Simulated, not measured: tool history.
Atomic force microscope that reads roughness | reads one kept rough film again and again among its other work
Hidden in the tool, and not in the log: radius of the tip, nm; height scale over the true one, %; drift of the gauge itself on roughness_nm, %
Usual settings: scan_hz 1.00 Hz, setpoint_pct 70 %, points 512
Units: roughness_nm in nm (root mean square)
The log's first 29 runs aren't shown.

run   hour  scan_hz  setpoint_pct  points  pictures with this tip  hours of work since the height scale was calibrated  roughness_nm
     559.8  -- new tip fitted
 30  566.7     0.91            82     334                      13                                                  643         2.876
 31  577.5     1.35            77     256                      35                                                  651         2.817
     594.9  -- new tip fitted
 32  602.9     0.95            63     335                      16                                                  670         3.104
 33  620.7     1.00            66     512                      52                                                  683         3.033
     628.9  -- new tip fitted
 34  633.8     1.00            63     512                      10                                                  693         3.086
 35  649.9     1.00            67     512                      42                                                  705         3.074
 36  660.6     1.00            70     720                      63                                                  713         3.020
     663.2  -- new tip fitted
 37  685.2     1.00            70     451                      45                                                  731         3.000

Forecast each of these 3 alternatives for the next run:
     697.2  -- new tip fitted
  A  704.2     1.00            76     451                      14                                                  745             ?
     697.2  -- new tip fitted
  B  704.2     1.00            70     336                      14                                                  745             ?
     697.2  -- new tip fitted
  C  704.2     0.50            59     377                      14                                                  745             ?

run  roughness_nm
  A         2.960
  B         3.006
  C         3.177
Without the tool's hidden state the same runs would have given:
run  roughness_nm
  A         2.961
  B         3.006
  C         3.177

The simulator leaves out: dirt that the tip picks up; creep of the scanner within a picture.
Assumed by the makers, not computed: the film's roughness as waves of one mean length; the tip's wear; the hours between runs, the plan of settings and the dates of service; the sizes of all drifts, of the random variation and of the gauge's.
